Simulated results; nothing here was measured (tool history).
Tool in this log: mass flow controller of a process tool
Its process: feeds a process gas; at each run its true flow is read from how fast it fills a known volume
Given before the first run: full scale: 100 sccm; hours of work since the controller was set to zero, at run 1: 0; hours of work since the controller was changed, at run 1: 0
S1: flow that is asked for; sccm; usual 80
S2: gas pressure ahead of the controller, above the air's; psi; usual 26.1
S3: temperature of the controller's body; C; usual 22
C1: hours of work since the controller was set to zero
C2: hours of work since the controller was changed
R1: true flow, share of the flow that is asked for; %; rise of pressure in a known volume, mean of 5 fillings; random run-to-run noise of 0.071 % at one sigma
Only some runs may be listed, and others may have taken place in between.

run 1 day=0 | S1=80 S2=26.1 S3=22 | C1=0 C2=0 | R1=99.94
run 2 day=13.85 | S1=80 S2=26.1 S3=22 | C1=242 C2=242 | R1=99.77
run 3 day=30.454 | S1=80 S2=26.1 S3=22 | C1=533 C2=533 | R1=99.78
run 4 day=43.071 | S1=80 S2=32.1 S3=22 | C1=753 C2=753 | R1=99.33
run 5 day=62.358 | S1=80 S2=32.1 S3=22 | C1=1090 C2=1090 | R1=99.07
run 6 day=74.121 | S1=80 S2=34.1 S3=22 | C1=1296 C2=1296 | R1=99.01
run 7 day=89.554 | S1=42 S2=26.1 S3=22 | C1=1566 C2=1566 | R1=98.73
run 8 day=103.042 | S1=42 S2=26.1 S3=22 | C1=1802 C2=1802 | R1=98.73
run 9 day=123.017 | S1=42 S2=26.1 S3=22 | C1=2151 C2=2151 | R1=98.55
run 10 day=138.971 | S1=42 S2=26.1 S3=22 | C1=2430 C2=2430 | R1=98.47
run 11 day=150.717 | S1=44 S2=40.5 S3=32 | C1=2635 C2=2635 | R1=97.12
run 12 day=160.517 | S1=80 S2=26 S3=37 | C1=2807 C2=2807 | R1=97.86
run 13 day=171.433 | S1=80 S2=39.9 S3=22 | C1=2998 C2=2998 | R1=97.87
run 14 day=179.862 | S1=63 S2=35.7 S3=29 | C1=3145 C2=3145 | R1=97.4
run 15 day=196.946 | S1=63 S2=35.7 S3=29 | C1=3444 C2=3444 | R1=97.36
run 16 day=209.683 | S1=74 S2=26.5 S3=27 | C1=3667 C2=3667 | R1=97.84
run 17 day=219.3 | S1=74 S2=26.5 S3=27 | C1=3835 C2=3835 | R1=97.76
run 18 day=231.954 | S1=74 S2=26.5 S3=27 | C1=4056 C2=4056 | R1=97.67
run 19 day=244.667 | S1=74 S2=26.5 S3=27 | C1=4278 C2=4278 | R1=97.62
run 20 day=264.208 | S1=37 S2=31.6 S3=32 | C1=4620 C2=4620 | R1=97.14

4 options for the next run, each taken on its own from the tool as it stands now. Forecast them:
run A day=277.458 | S1=37 S2=26.5 S3=32 | C1=4852 C2=4852 | R1=?
run B day=277.458 | S1=80 S2=26.1 S3=28 | C1=4852 C2=4852 | R1=?
run C day=277.458 | S1=73 S2=31.6 S3=32 | C1=4852 C2=4852 | R1=?
run D day=277.458 | S1=37 S2=31.6 S3=22 | C1=4852 C2=4852 | R1=?

run=A R1=97.5
run=B R1=97.4
run=C R1=96.93
run=D R1=97.68
With no hidden state in the tool, these same runs would have given:
run=A R1=98.68
run=B R1=99.55
run=C R1=99
run=D R1=98.86
